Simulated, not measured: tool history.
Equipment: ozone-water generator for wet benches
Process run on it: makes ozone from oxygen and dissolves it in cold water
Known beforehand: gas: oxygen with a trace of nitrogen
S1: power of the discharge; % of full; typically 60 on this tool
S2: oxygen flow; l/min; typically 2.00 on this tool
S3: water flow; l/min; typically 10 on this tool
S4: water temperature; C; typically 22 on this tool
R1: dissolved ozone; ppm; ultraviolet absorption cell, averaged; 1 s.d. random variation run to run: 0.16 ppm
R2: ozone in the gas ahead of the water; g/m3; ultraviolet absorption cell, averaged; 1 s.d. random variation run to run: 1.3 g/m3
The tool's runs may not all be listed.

Run 1, hour 0.0: usual settings. Result: R1 21.7 ppm, R2 234.7 g/m3.
Run 2, hour 15.6: usual settings. Result: R1 21.9 ppm, R2 237.0 g/m3.
Run 3, hour 29.9: usual settings. Result: R1 21.9 ppm, R2 234.4 g/m3.
Run 4, hour 45.2: usual settings. Result: R1 21.8 ppm, R2 235.8 g/m3.
Run 5, hour 74.4: usual settings. Result: R1 21.9 ppm, R2 237.8 g/m3.
Run 6, hour 93.8: usual settings. Result: R1 21.7 ppm, R2 234.1 g/m3.
Run 7, hour 109.0: usual settings. Result: R1 21.7 ppm, R2 236.1 g/m3.
Run 8, hour 140.0: usual settings but S1 69 % of full, S2 1.98 l/min. Result: R1 24.6 ppm, R2 269.4 g/m3.
Run 9, hour 163.5: usual settings but S1 69 % of full, S2 1.98 l/min. Result: R1 24.5 ppm, R2 270.5 g/m3.
Run 10, hour 193.1: usual settings but S1 63 % of full, S3 16 l/min, S4 15 C. Result: R1 16.2 ppm, R2 247.5 g/m3.
Run 11, hour 206.7: usual settings but S1 54 % of full, S2 2.48 l/min, S3 11 l/min, S4 27 C. Result: R1 17.9 ppm, R2 199.8 g/m3.

Predict each of these 4 candidate next runs independently; none follows another, all start after run 11:
Run A, hour 222.7: usual settings but S1 65 % of full, S2 2.48 l/min, S3 12 l/min, S4 16 C. Result: R1 ?, R2 ?.
Run B, hour 222.7: usual settings but S1 54 % of full, S2 2.48 l/min, S3 11 l/min, S4 30 C. Result: R1 ?, R2 ?.
Run C, hour 222.7: usual settings but S1 65 % of full, S3 9 l/min, S4 16 C. Result: R1 ?, R2 ?.
Run D, hour 222.7: usual settings but S1 47 % of full, S2 2.63 l/min, S3 11 l/min, S4 27 C. Result: R1 ?, R2 ?.

run    R1     R2
  A  22.7  234.4
  B  17.2  200.3
  C  27.4  254.6
  D  15.6  172.9
With no hidden state in the tool, these same runs would have given:
run    R1     R2
  A  22.7  234.5
  B  17.2  200.4
  C  27.4  254.7
  D  15.6  173.0
